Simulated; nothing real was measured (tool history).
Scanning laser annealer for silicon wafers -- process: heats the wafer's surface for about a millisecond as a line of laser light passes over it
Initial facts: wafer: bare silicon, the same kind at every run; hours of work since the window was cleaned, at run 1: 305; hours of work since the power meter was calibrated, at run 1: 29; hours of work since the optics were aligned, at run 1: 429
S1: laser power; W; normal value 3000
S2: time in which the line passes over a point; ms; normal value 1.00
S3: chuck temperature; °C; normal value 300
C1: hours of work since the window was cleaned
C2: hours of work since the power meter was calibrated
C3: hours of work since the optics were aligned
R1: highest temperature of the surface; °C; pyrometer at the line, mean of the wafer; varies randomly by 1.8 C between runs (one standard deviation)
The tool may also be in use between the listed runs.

{"run": 1, "hour": 0.0, "S1": 3000, "S2": 1.0, "S3": 300, "C1": 305, "C2": 29, "C3": 429, "R1": 1052}
{"run": 2, "hour": 29.7, "S1": 3000, "S2": 1.0, "S3": 287, "C1": 323, "C2": 47, "C3": 447, "R1": 1039}
{"run": 3, "hour": 94.8, "S1": 3113, "S2": 1.0, "S3": 287, "C1": 362, "C2": 86, "C3": 486, "R1": 1064}
{"run": 4, "hour": 135.5, "S1": 3113, "S2": 1.0, "S3": 287, "C1": 387, "C2": 111, "C3": 511, "R1": 1059}
{"run": 5, "hour": 179.1, "S1": 3113, "S2": 1.0, "S3": 276, "C1": 413, "C2": 137, "C3": 537, "R1": 1046}
{"run": 6, "hour": 233.1, "S1": 3113, "S2": 1.0, "S3": 276, "C1": 446, "C2": 170, "C3": 570, "R1": 1047}
{"hour": 240.3, "done": "window over the wafer cleaned"}
{"run": 7, "hour": 297.6, "S1": 3000, "S2": 1.0, "S3": 300, "C1": 35, "C2": 207, "C3": 608, "R1": 1028}
{"run": 8, "hour": 362.0, "S1": 3000, "S2": 1.0, "S3": 300, "C1": 73, "C2": 246, "C3": 646, "R1": 1030}
{"run": 9, "hour": 393.5, "S1": 3000, "S2": 1.0, "S3": 300, "C1": 92, "C2": 265, "C3": 665, "R1": 1026}
{"run": 10, "hour": 451.7, "S1": 3000, "S2": 1.0, "S3": 300, "C1": 128, "C2": 300, "C3": 700, "R1": 1027}
{"run": 11, "hour": 516.5, "S1": 2580, "S2": 1.07, "S3": 318, "C1": 167, "C2": 339, "C3": 740, "R1": 962}
{"run": 12, "hour": 556.9, "S1": 2986, "S2": 1.07, "S3": 309, "C1": 191, "C2": 364, "C3": 764, "R1": 1053}
{"hour": 575.0, "done": "window over the wafer cleaned, once more"}
{"run": 13, "hour": 614.7, "S1": 2911, "S2": 0.7, "S3": 263, "C1": 24, "C2": 397, "C3": 798, "R1": 890}
{"run": 14, "hour": 656.4, "S1": 2610, "S2": 0.89, "S3": 300, "C1": 49, "C2": 423, "C3": 823, "R1": 925}
{"run": 15, "hour": 715.8, "S1": 2561, "S2": 0.94, "S3": 300, "C1": 85, "C2": 458, "C3": 859, "R1": 928}
{"run": 16, "hour": 784.1, "S1": 2888, "S2": 1.16, "S3": 300, "C1": 126, "C2": 500, "C3": 900, "R1": 1078}
{"run": 17, "hour": 852.5, "S1": 3037, "S2": 1.0, "S3": 296, "C1": 167, "C2": 541, "C3": 941, "R1": 1061}
{"run": 18, "hour": 906.8, "S1": 2557, "S2": 1.0, "S3": 262, "C1": 200, "C2": 574, "C3": 974, "R1": 902}
{"run": 19, "hour": 953.6, "S1": 2557, "S2": 1.0, "S3": 262, "C1": 228, "C2": 602, "C3": 1002, "R1": 902}

3 options for the next run, each taken on its own from the tool as it stands now. Forecast them:
{"run": "A", "hour": 993.0, "S1": 2995, "S2": 1.0, "S3": 262, "C1": 252, "C2": 626, "C3": 1026, "R1": "?"}
{"run": "B", "hour": 993.0, "S1": 2623, "S2": 1.0, "S3": 262, "C1": 252, "C2": 626, "C3": 1026, "R1": "?"}
{"run": "C", "hour": 993.0, "S1": 2838, "S2": 0.75, "S3": 265, "C1": 252, "C2": 626, "C3": 1026, "R1": "?"}

run=A R1=1010
run=B R1=919
run=C R1=883
Take away the tool's hidden state, keep each run's random variation, and the runs would have read:
run=A R1=1028
run=B R1=935
run=C R1=898
